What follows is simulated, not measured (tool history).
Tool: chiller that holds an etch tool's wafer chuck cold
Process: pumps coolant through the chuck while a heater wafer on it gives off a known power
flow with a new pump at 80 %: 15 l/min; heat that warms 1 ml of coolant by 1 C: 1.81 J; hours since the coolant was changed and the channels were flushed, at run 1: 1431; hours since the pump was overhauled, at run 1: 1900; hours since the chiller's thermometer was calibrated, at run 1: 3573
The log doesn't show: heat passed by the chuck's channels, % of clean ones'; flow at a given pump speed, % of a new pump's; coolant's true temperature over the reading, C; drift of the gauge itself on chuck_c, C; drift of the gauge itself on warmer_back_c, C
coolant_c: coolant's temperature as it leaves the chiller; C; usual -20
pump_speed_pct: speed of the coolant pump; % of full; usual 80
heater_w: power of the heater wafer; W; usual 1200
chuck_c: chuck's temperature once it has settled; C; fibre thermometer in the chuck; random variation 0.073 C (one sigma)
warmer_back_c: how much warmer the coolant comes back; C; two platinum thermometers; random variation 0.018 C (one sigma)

run,day,coolant_c,pump_speed_pct,heater_w,hours since the coolant was changed and the channels were flushed,hours since the pump was overhauled,hours since the chiller's thermometer was calibrated,chuck_c,warmer_back_c
1,0.000,-20,80,1200,1431,1900,3573,-10.50,2.76
2,2.017,-11,80,1200,1480,1949,3622,-1.49,2.75
3,3.962,-20,80,1200,1526,1995,3668,-10.42,2.75
4,5.204,-20,80,1200,1556,2025,3698,-10.56,2.73
5,6.229,-20,80,1200,1581,2050,3723,-10.52,2.74
6,7.558,-20,80,1200,1613,2081,3754,-10.53,2.76
7,9.692,-20,80,1200,1664,2133,3806,-10.55,2.77
8,11.679,-20,80,1200,1712,2180,3853,-10.52,2.77
9,13.200,-20,80,1200,1748,2217,3890,-10.36,2.77
10,15.308,-10,80,1200,1799,2267,3940,-0.46,2.77
11,17.275,-20,80,1521,1846,2315,3988,-7.74,3.49
12,18.888,-20,80,1521,1885,2353,4026,-7.76,3.50
13,20.192,-20,90,1200,1916,2385,4058,-10.99,2.41
# day 20.404: chiller's thermometer calibrated
14,22.092,-11,81,1200,1961,2429,41,-1.61,2.73
15,23.754,-11,78,1773,2000,2469,80,3.46,4.18
16,25.846,-14,80,1200,2051,2519,131,-4.49,2.72
# day 27.600: chiller's thermometer calibrated, once more
17,27.600,-16,88,1468,2092,2560,0,-4.37,3.06
18,28.683,-20,80,1579,2118,2586,26,-6.70,3.65
19,30.625,-20,80,1579,2164,2633,73,-6.93,3.64
20,32.738,-25,86,1579,2215,2684,123,-12.30,3.35
21,34.417,-20,78,1031,2255,2724,164,-11.11,2.46
22,36.404,-25,76,877,2303,2772,211,-17.43,2.15
23,37.862,-10,90,1200,2338,2807,246,-0.52,2.44
24,38.975,-10,90,1200,2365,2833,273,-0.49,2.46
25,40.258,-26,100,1033,2396,2864,304,-18.27,1.87
26,41.488,-28,61,928,2425,2894,333,-18.86,2.92

How the hidden state differs across the entries between the runs, from the last listed run before each to the first after it:
Between runs 13 and 14: chiller's thermometer calibrated (day 20.404)
  heat passed by the chuck's channels, % of clean ones': 93.6 -> 93.4; flow at a given pump speed, % of a new pump's: 96.1 -> 96; coolant's true temperature over the reading, C: -0.34 -> -0.42
  measured less the result without the state, chuck_c: +0.35 -> +0.32 C; warmer_back_c: +0.09 -> +0.11 C
Between runs 16 and 17: chiller's thermometer calibrated, once more (day 27.600)
  heat passed by the chuck's channels, % of clean ones': 93.2 -> 93; flow at a given pump speed, % of a new pump's: 95.9 -> 95.8; coolant's true temperature over the reading, C: -0.43 -> 0.05
  measured less the result without the state, chuck_c: +0.35 -> +0.98 C; warmer_back_c: +0.12 -> +0.13 C

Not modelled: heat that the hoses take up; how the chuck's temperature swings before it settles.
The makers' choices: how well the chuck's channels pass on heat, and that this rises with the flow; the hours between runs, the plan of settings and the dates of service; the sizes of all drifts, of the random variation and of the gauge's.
